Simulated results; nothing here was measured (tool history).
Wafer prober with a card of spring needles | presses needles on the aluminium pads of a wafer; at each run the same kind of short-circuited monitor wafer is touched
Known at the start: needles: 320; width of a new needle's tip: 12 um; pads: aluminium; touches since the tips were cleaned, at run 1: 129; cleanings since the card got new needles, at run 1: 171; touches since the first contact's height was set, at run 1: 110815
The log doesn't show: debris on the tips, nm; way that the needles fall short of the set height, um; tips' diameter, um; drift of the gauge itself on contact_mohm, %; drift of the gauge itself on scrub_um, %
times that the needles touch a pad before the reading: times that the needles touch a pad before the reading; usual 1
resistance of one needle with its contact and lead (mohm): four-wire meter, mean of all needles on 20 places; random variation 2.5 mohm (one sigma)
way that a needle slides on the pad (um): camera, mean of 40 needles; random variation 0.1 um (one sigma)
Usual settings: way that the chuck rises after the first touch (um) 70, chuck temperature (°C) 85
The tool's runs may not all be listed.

run,hour,way that the chuck rises after the first touch (um),chuck temperature (°C),times that the needles touch a pad before the reading,touches since the tips were cleaned,cleanings since the card got new needles,touches since the first contact's height was set,resistance of one needle with its contact and lead (mohm),way that a needle slides on the pad (um)
1,0,70,85,1,129,171,110815,295,8.93
# hour 3.6: tips cleaned on abrasive film
# hour 8.3: tips cleaned on abrasive film
2,10.1,70,97,1,769,173,114869,311,8.87
# hour 13.1: tips cleaned on abrasive film
# hour 17.9: tips cleaned on abrasive film
3,19.4,70,97,1,635,175,118562,305,9.02
# hour 22.3: tips cleaned on abrasive film
# hour 26.2: tips cleaned on abrasive film
# hour 31: tips cleaned on abrasive film
4,31.5,70,85,1,216,178,123365,291,8.97
# hour 35.2: tips cleaned on abrasive film
# hour 40.1: tips cleaned on abrasive film
# hour 44.1: tips cleaned on abrasive film
# hour 48.8: tips cleaned on abrasive film
5,51.2,70,85,1,981,182,131243,305,8.97
# hour 53.2: tips cleaned on abrasive film
# hour 58: tips cleaned on abrasive film
# hour 62.9: tips cleaned on abrasive film
6,65.8,70,85,1,1183,185,137049,315,8.97
# hour 66.8: tips cleaned on abrasive film
# hour 71.4: tips cleaned on abrasive film
# hour 75.4: tips cleaned on abrasive film
# hour 80.2: tips cleaned on abrasive film
7,83.7,70,85,3,1442,189,144195,299,8.86
# hour 84.8: tips cleaned on abrasive film
# hour 88.7: tips cleaned on abrasive film
# hour 93.3: tips cleaned on abrasive film
8,95.1,70,85,3,747,192,148729,295,8.98
# hour 98.1: tips cleaned on abrasive film
# hour 102.8: tips cleaned on abrasive film
# hour 106.8: tips cleaned on abrasive film
9,107.8,70,85,3,418,195,153765,292,8.9
# hour 110.8: tips cleaned on abrasive film
# hour 114.7: tips cleaned on abrasive film
# hour 118.6: tips cleaned on abrasive film
10,122.1,70,85,3,1408,198,159463,295,8.78
# hour 123.1: tips cleaned on abrasive film
# hour 127: tips cleaned on abrasive film
# hour 131.8: tips cleaned on abrasive film
# hour 136.6: tips cleaned on abrasive film
# hour 141.2: tips cleaned on abrasive film
11,141.2,70,85,3,0,203,167061,288,8.85
# hour 145.1: tips cleaned on abrasive film
# hour 150: tips cleaned on abrasive film
# hour 154.1: height of the first contact set anew
# hour 154.7: tips cleaned on abrasive film
12,154.7,70,85,1,0,206,202,287,9.49
# hour 159.5: tips cleaned on abrasive film
# hour 163.5: tips cleaned on abrasive film
13,167.2,70,85,2,1537,208,5223,304,9.4
# hour 168.3: tips cleaned on abrasive film
# hour 172.2: tips cleaned on abrasive film
# hour 177: tips cleaned on abrasive film
# hour 181.8: tips cleaned on abrasive film
# hour 185.7: tips cleaned on abrasive film
14,186.9,58,85,3,459,213,13019,296,7.88
# hour 189.7: tips cleaned on abrasive film
# hour 194.5: tips cleaned on abrasive film
# hour 199.2: tips cleaned on abrasive film
15,200.3,71,70,2,477,216,18391,283,9.52
# hour 203.2: tips cleaned on abrasive film
# hour 208.1: tips cleaned on abrasive film
# hour 212.8: tips cleaned on abrasive film
# hour 217.5: tips cleaned on abrasive film
16,220,71,70,2,1000,220,26233,298,9.31
# hour 222: tips cleaned on abrasive film
# hour 226.7: tips cleaned on abrasive film
# hour 230.6: tips cleaned on abrasive film
# hour 234.7: tips cleaned on abrasive film
17,234.7,58,59,2,0,224,32082,282,7.75
# hour 239.3: tips cleaned on abrasive film
# hour 243.9: tips cleaned on abrasive film
18,243.9,58,59,2,0,226,35737,281,7.71
# hour 248.6: tips cleaned on abrasive film
# hour 253.4: tips cleaned on abrasive film
# hour 257.4: tips cleaned on abrasive film
19,261.2,54,59,2,1551,229,42652,314,6.98
# hour 262.2: tips cleaned on abrasive film
# hour 266.2: tips cleaned on abrasive film
# hour 270.1: tips cleaned on abrasive film
20,273.7,51,119,2,1467,232,47627,337,6.83
# hour 274.7: tips cleaned on abrasive film
# hour 279.4: tips cleaned on abrasive film
# hour 284: tips cleaned on abrasive film
21,284,77,33,2,4,235,51722,272,10.05

Some steps in resistance of one needle with its contact and lead (mohm) between neighbouring runs. How much of each would the tool show without its hidden state too (settings, what came in, random variation), and how much is left for the hidden state, with any gauge scatter that isn't in both results?
Run 18 -> 19: way that the chuck rises after the first touch (um) 58 -> 54, tips cleaned on abrasive film, tips cleaned on abrasive film, tips cleaned on abrasive film. resistance of one needle with its contact and lead (mohm) +33: hidden state +31, all else +2.
Run 20 -> 21: way that the chuck rises after the first touch (um) 51 -> 77, chuck temperature (°C) 119 -> 33, tips cleaned on abrasive film, tips cleaned on abrasive film, tips cleaned on abrasive film. resistance of one needle with its contact and lead (mohm) -65: hidden state -31, all else -34.

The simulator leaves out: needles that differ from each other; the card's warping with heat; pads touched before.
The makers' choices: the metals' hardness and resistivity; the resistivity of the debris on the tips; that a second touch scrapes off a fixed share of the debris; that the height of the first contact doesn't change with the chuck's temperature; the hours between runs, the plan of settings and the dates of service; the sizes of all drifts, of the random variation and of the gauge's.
